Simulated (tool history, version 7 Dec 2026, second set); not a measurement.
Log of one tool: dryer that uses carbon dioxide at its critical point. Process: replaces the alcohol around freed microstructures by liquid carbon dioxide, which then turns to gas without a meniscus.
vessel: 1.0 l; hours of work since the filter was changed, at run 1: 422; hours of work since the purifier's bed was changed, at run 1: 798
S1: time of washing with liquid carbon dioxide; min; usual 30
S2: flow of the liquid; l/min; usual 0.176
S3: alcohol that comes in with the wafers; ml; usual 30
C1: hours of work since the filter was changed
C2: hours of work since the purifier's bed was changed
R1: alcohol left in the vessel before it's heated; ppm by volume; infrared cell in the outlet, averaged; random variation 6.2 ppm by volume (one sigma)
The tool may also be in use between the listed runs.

| run | hour | S1 | S2 | S3 | C1 | C2 | R1 |
|---|---|---|---|---|---|---|---|
| 1 | 0 | 30 | 0.176 | 30 | 422 | 798 | 458 |
| 2 | 25 | 30 | 0.176 | 30 | 436 | 812 | 465 |
| 3 | 70.1 | 21 | 0.176 | 30 | 462 | 837 | 1468 |
| 4 | 107.5 | 21 | 0.176 | 30 | 482 | 858 | 1476 |
| 5 | 141.9 | 21 | 0.176 | 30 | 502 | 878 | 1452 |
| 6 | 174.3 | 21 | 0.176 | 30 | 520 | 896 | 1485 |
| 7 | 204.6 | 21 | 0.176 | 30 | 537 | 912 | 1511 |
| 8 | 230 | 21 | 0.176 | 30 | 551 | 927 | 1510 |
| 9 | 259.4 | 21 | 0.176 | 30 | 567 | 943 | 1558 |
|  | 279.8 | inlet filter changed |
| 10 | 284.8 | 23 | 0.176 | 113 | 3 | 957 | 2905 |
| 11 | 311.4 | 43 | 0.176 | 113 | 18 | 971 | 251 |
| 12 | 348.6 | 28 | 0.235 | 113 | 38 | 992 | 448 |
| 13 | 388.1 | 28 | 0.277 | 46 | 60 | 1014 | 186 |
| 14 | 409.3 | 27 | 0.277 | 46 | 72 | 1026 | 207 |

Forecast each of these 4 alternatives for the next run:
| A | 454.6 | 27 | 0.211 | 81 | 97 | 1051 | ? |
| B | 454.6 | 23 | 0.297 | 29 | 97 | 1051 | ? |
| C | 454.6 | 36 | 0.277 | 46 | 97 | 1051 | ? |
| D | 454.6 | 42 | 0.237 | 63 | 97 | 1051 | ? |

| run | R1 |
|---|---|
| A | 630 |
| B | 201 |
| C | 159 |
| D | 163 |
Without the tool's hidden state the same runs would have given:
| run | R1 |
|---|---|
| A | 452 |
| B | 60 |
| C | 17 |
| D | 24 |
